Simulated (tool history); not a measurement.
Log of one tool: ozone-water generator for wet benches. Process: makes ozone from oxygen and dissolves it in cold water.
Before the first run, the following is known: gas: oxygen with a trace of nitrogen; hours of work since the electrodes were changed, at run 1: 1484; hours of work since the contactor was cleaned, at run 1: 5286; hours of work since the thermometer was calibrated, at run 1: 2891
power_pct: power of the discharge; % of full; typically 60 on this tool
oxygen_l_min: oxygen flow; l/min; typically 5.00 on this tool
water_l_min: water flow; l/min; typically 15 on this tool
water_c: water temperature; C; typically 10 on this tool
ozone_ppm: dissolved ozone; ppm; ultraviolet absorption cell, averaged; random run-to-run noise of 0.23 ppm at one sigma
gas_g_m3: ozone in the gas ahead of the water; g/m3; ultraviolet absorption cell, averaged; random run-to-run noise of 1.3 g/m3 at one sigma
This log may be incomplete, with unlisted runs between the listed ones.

run,hour,power_pct,oxygen_l_min,water_l_min,water_c,hours of work since the electrodes were changed,hours of work since the contactor was cleaned,hours of work since the thermometer was calibrated,ozone_ppm,gas_g_m3
1,0.0,60,5.00,15,10,1484,5286,2891,32.6,242.4
2,40.3,60,5.00,15,10,1519,5321,2926,32.7,244.0
3,76.4,60,5.00,15,10,1550,5352,2957,32.6,241.8
4,134.8,85,5.00,15,10,1601,5403,3008,43.9,323.8
5,172.9,60,5.00,15,10,1635,5437,3042,32.5,238.3
6,199.9,60,5.00,15,10,1658,5460,3065,32.6,240.4
7,239.4,60,5.00,15,10,1692,5495,3100,32.3,241.1
8,283.4,60,5.00,15,10,1731,5533,3138,32.7,239.6
9,319.0,60,5.00,15,10,1762,5564,3169,31.7,241.3
10,357.3,60,5.00,15,10,1795,5597,3203,32.4,239.4
11,388.0,60,5.00,21,10,1822,5624,3229,24.8,239.5
12,433.1,60,5.00,21,10,1862,5664,3269,24.6,239.4
13,487.1,85,5.00,9,11,1909,5711,3316,59.5,320.0
14,531.6,85,5.08,13,16,1947,5750,3355,43.3,314.7
15,579.5,62,5.00,17,10,1989,5791,3397,30.3,245.6
16,621.8,89,5.00,17,8,2026,5828,3433,41.5,334.0
17,649.9,60,5.00,11,13,2051,5853,3458,38.3,237.6
18,699.3,60,5.00,11,13,2094,5896,3501,38.3,239.1
19,732.7,77,6.60,18,5,2123,5925,3530,36.5,251.8

What would each run have given without the hidden state, its run-to-run variation left as it was?
Hidden state at play: yield of the discharge, % of new electrodes'; contactor's efficiency, % of a clean one's; true water temperature over the reading, C; drift of the gauge itself on ozone_ppm, %; drift of the gauge itself on gas_g_m3, %.
run,ozone_ppm,gas_g_m3
1,34.2,246.4
2,34.4,248.2
3,34.3,246.0
4,46.4,331.8
5,34.2,242.8
6,34.3,245.0
7,34.0,245.9
8,34.4,244.5
9,33.4,246.4
10,34.2,244.5
11,26.3,244.7
12,26.1,244.8
13,63.2,330.0
14,46.1,324.9
15,32.1,251.8
16,44.4,345.6
17,40.5,243.7
18,40.6,245.5
19,39.1,260.3

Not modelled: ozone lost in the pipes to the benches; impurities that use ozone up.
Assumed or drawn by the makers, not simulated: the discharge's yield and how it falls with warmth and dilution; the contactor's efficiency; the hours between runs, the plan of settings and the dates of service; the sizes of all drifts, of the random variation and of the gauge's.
